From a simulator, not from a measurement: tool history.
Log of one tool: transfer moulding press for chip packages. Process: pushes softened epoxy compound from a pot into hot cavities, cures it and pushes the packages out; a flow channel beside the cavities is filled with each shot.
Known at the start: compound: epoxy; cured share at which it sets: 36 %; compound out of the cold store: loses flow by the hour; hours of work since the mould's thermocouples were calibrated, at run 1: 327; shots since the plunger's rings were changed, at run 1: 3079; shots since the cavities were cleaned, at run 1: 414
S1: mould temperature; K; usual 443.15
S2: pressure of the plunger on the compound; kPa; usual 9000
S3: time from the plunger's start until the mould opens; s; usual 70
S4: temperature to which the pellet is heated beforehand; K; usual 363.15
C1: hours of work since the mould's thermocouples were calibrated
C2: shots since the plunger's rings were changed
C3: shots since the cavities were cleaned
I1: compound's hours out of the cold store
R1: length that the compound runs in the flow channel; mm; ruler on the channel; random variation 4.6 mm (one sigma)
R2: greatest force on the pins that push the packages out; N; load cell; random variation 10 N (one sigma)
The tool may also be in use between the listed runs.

Run 1, hour 0: usual settings; C1 327; C2 3079; C3 414; I1 33.5. Result: R1 805 mm, R2 585 N.
At hour 7.4: cavities cleaned with cleaning compound and waxed.
Run 2, hour 35.2: usual settings; C1 345; C2 3487; C3 337; I1 24.8. Result: R1 815 mm, R2 578 N.
At hour 48.3: cavities cleaned with cleaning compound and waxed.
Run 3, hour 78.5: usual settings; C1 368; C2 3994; C3 367; I1 30.2. Result: R1 792 mm, R2 570 N.
At hour 91.8: cavities cleaned with cleaning compound and waxed.
At hour 132.3: cavities cleaned with cleaning compound and waxed.
Run 4, hour 138.5: usual settings; C1 400; C2 4684; C3 75; I1 20.5. Result: R1 819 mm, R2 521 N.
At hour 173.2: cavities cleaned with cleaning compound and waxed.
Run 5, hour 188.6: usual settings; C1 426; C2 5273; C3 186; I1 36.4. Result: R1 767 mm, R2 531 N.
At hour 215.8: cavities cleaned with cleaning compound and waxed.
At hour 244.6: plunger's sealing rings changed.
Run 6, hour 252.3: usual settings; C1 459; C2 94; C3 412; I1 44.8. Result: R1 807 mm, R2 574 N.
At hour 259.1: cavities cleaned with cleaning compound and waxed.
At hour 303.5: cavities cleaned with cleaning compound and waxed.
Run 7, hour 318.6: usual settings; C1 494; C2 862; C3 183; I1 19. Result: R1 866 mm, R2 555 N.
At hour 343.4: cavities cleaned with cleaning compound and waxed.
Run 8, hour 362.6: usual settings; C1 518; C2 1377; C3 233; I1 19.9. Result: R1 857 mm, R2 576 N.
At hour 385.6: cavities cleaned with cleaning compound and waxed.
At hour 426: cavities cleaned with cleaning compound and waxed.
Run 9, hour 431.6: usual settings; C1 554; C2 2176; C3 67; I1 9.1. Result: R1 875 mm, R2 499 N.
Run 10, hour 463.5: usual settings; C1 572; C2 2564; C3 455; I1 14.3. Result: R1 851 mm, R2 600 N.
At hour 469.1: cavities cleaned with cleaning compound and waxed.
At hour 511: cavities cleaned with cleaning compound and waxed.
Run 11, hour 537: usual settings; C1 611; C2 3417; C3 315; I1 42.5. Result: R1 774 mm, R2 546 N.
At hour 551.3: mould's thermocouples calibrated.
At hour 552.8: cavities cleaned with cleaning compound and waxed.
At hour 595.3: cavities cleaned with cleaning compound and waxed.
Run 12, hour 609.2: usual settings; C1 30; C2 4232; C3 168; I1 39.7. Result: R1 765 mm, R2 531 N.
At hour 635.8: cavities cleaned with cleaning compound and waxed.
At hour 676.6: cavities cleaned with cleaning compound and waxed.
Run 13, hour 676.6: usual settings; C1 66; C2 5014; C3 0; I1 46.9. Result: R1 739 mm, R2 464 N.
Run 14, hour 712.2: usual settings but S2 6860 kPa, S3 68 s; C1 85; C2 5445; C3 431; I1 27.1. Result: R1 690 mm, R2 613 N.
At hour 718.2: cavities cleaned with cleaning compound and waxed.
At hour 751.8: plunger's sealing rings changed.
At hour 766.1: cavities cleaned with cleaning compound and waxed.
Run 15, hour 775.7: usual settings but S2 6860 kPa, S3 59 s, S4 355.15 K; C1 117; C2 272; C3 116; I1 43.8. Result: R1 701 mm, R2 738 N.
At hour 805.9: cavities cleaned with cleaning compound and waxed.
Run 16, hour 809.7: usual settings but S1 437.15 K, S2 8810 kPa, S3 54 s, S4 359.15 K; C1 135; C2 665; C3 45; I1 32.9. Result: R1 852 mm, R2 1242 N.
At hour 848.1: cavities cleaned with cleaning compound and waxed.
Run 17, hour 876.4: usual settings but S1 437.15 K, S2 8810 kPa, S3 54 s, S4 359.15 K; C1 171; C2 1456; C3 343; I1 44. Result: R1 805 mm, R2 1489 N.
At hour 887.9: cavities cleaned with cleaning compound and waxed.
At hour 930.3: cavities cleaned with cleaning compound and waxed.
Run 18, hour 933.8: usual settings but S2 10800 kPa, S3 54 s, S4 369.15 K; C1 201; C2 2115; C3 42; I1 11.9. Result: R1 945 mm, R2 851 N.
At hour 972.7: cavities cleaned with cleaning compound and waxed.
Run 19, hour 978.9: usual settings but S2 10800 kPa, S3 54 s, S4 369.15 K; C1 225; C2 2644; C3 76; I1 10.1. Result: R1 955 mm, R2 933 N.
At hour 1014.7: cavities cleaned with cleaning compound and waxed.
Run 20, hour 1052.1: usual settings but S1 441.15 K, S2 8840 kPa, S3 89 s, S4 369.15 K; C1 265; C2 3513; C3 453; I1 29.6. Result: R1 802 mm, R2 471 N.
At hour 1059.9: cavities cleaned with cleaning compound and waxed.
At hour 1101.8: cavities cleaned with cleaning compound and waxed.
Run 21, hour 1124.1: usual settings but S1 441.15 K, S2 8840 kPa, S3 89 s, S4 369.15 K; C1 303; C2 4349; C3 271; I1 23.1. Result: R1 803 mm, R2 470 N.
At hour 1142.9: cavities cleaned with cleaning compound and waxed.
Run 22, hour 1158: usual settings but S1 450.15 K, S2 8520 kPa, S3 65 s, S4 372.15 K; C1 321; C2 4741; C3 182; I1 20.5. Result: R1 755 mm, R2 436 N.
At hour 1184: cavities cleaned with cleaning compound and waxed.
At hour 1225.2: cavities cleaned with cleaning compound and waxed.
Run 23, hour 1230.1: usual settings but S1 450.15 K, S2 8660 kPa, S3 79 s, S4 372.15 K; C1 359; C2 5579; C3 60; I1 39.5. Result: R1 704 mm, R2 380 N.
At hour 1258.4: plunger's sealing rings changed.
At hour 1269.5: cavities cleaned with cleaning compound and waxed.
Run 24, hour 1281: usual settings but S1 437.15 K, S2 6940 kPa, S3 79 s, S4 359.15 K; C1 385; C2 256; C3 139; I1 47.8. Result: R1 725 mm, R2 600 N.
At hour 1312.1: cavities cleaned with cleaning compound and waxed.
Run 25, hour 1321.8: usual settings but S1 451.15 K, S4 356.15 K; C1 406; C2 733; C3 118; I1 17.9. Result: R1 841 mm, R2 421 N.

Some steps in R1 between neighbouring runs. How much of each would the tool show without its hidden state too (settings, what came in, random variation), and how much is left for the hidden state, with any gauge scatter that isn't in both results?
The hidden state here: true mould temperature over the reading, C; pressure that reaches the compound, % of what is set; grip of the stained cavities, % over clean ones'; drift of the gauge itself on flow_mm, %; drift of the gauge itself on push_out_n, %.
Run 5 -> 6: cavities cleaned with cleaning compound and waxed, plunger's sealing rings changed. R1 +40 mm: hidden state +65, all else -25.
Run 15 -> 16: S1 443.15 -> 437.15, S2 6860 -> 8810, S3 59 -> 54, S4 355.15 -> 359.15, cavities cleaned with cleaning compound and waxed. R1 +151 mm: hidden state -5, all else +156.
Run 19 -> 20: S1 443.15 -> 441.15, S2 10800 -> 8840, S3 54 -> 89, cavities cleaned with cleaning compound and waxed. R1 -153 mm: hidden state -5, all else -148.
Run 23 -> 24: S1 450.15 -> 437.15, S2 8660 -> 6940, S4 372.15 -> 359.15, plunger's sealing rings changed, cavities cleaned with cleaning compound and waxed. R1 +21 mm: hidden state +64, all else -43.

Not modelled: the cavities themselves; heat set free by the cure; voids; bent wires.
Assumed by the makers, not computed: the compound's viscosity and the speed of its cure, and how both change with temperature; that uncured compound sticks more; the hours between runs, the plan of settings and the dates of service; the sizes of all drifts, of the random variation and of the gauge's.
